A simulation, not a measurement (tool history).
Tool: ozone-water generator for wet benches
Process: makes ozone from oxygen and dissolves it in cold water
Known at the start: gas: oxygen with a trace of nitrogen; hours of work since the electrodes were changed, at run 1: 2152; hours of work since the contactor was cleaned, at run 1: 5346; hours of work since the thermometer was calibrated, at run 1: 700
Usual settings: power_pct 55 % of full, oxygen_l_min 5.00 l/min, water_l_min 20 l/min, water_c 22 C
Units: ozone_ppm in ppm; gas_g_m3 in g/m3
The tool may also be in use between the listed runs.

run	day	power_pct	oxygen_l_min	water_l_min	water_c	hours of work since the electrodes were changed	hours of work since the contactor was cleaned	hours of work since the thermometer was calibrated	ozone_ppm	gas_g_m3
1	0.000	55	5.00	20	22	2152	5346	700	20.6	210.4
2	2.133	55	5.00	12	22	2200	5395	748	28.8	211.5
3	4.721	55	5.00	12	22	2259	5453	807	29.0	211.6
4	8.208	55	5.00	15	22	2338	5533	886	24.9	211.0
5	11.071	55	5.00	15	22	2403	5597	951	24.8	211.2
6	13.767	55	5.00	15	22	2464	5659	1012	25.3	208.6
7	16.562	55	5.00	15	22	2527	5722	1075	24.8	210.2
8	19.112	55	5.00	15	22	2585	5780	1133	24.6	210.2
9	22.629	55	5.00	15	22	2665	5860	1213	24.8	208.7
10	25.217	55	5.00	15	22	2724	5918	1272	24.8	207.4
11	28.083	65	5.00	15	22	2789	5983	1337	28.6	240.0
12	30.754	65	5.00	15	22	2849	6044	1397	28.6	238.5
13	33.671	75	5.00	22	29	2915	6110	1463	20.9	267.5
14	36.450	55	5.49	20	14	2978	6173	1526	22.5	199.3
15	38.767	84	3.25	31	16	3031	6226	1579	17.5	345.8
# day 39.129: contactor cleaned
16	40.367	84	3.25	31	16	3063	28	1611	17.2	344.4
17	43.721	55	7.51	20	17	3139	104	1687	21.5	176.4
18	46.488	61	5.00	20	22	3202	167	1750	20.6	225.5
# day 49.029: contactor cleaned, once more
19	49.779	61	5.00	20	22	3273	17	1821	22.6	222.0
20	51.275	61	5.00	20	22	3307	51	1855	22.6	222.3
21	53.300	61	5.00	20	22	3353	97	1901	22.5	223.1
22	55.633	63	8.46	20	15	3406	150	1954	27.4	187.2
23	58.054	63	8.46	18	15	3461	205	2009	29.4	186.1
24	60.658	55	3.41	13	22	3520	264	2068	27.3	240.1

3 ways to go on from here, each from the tool as it stands after run 24. What would each give?
A	63.242	57	7.86	20	22	3578	322	2126	?	?
B	63.242	53	2.98	13	22	3578	322	2126	?	?
C	63.242	55	5.00	14	22	3578	322	2126	?	?

run	ozone_ppm	gas_g_m3
A	21.9	174.4
B	25.5	243.8
C	26.2	205.2
Without the tool's hidden state the same runs would have given:
run	ozone_ppm	gas_g_m3
A	23.9	188.1
B	27.5	261.6
C	28.4	220.7
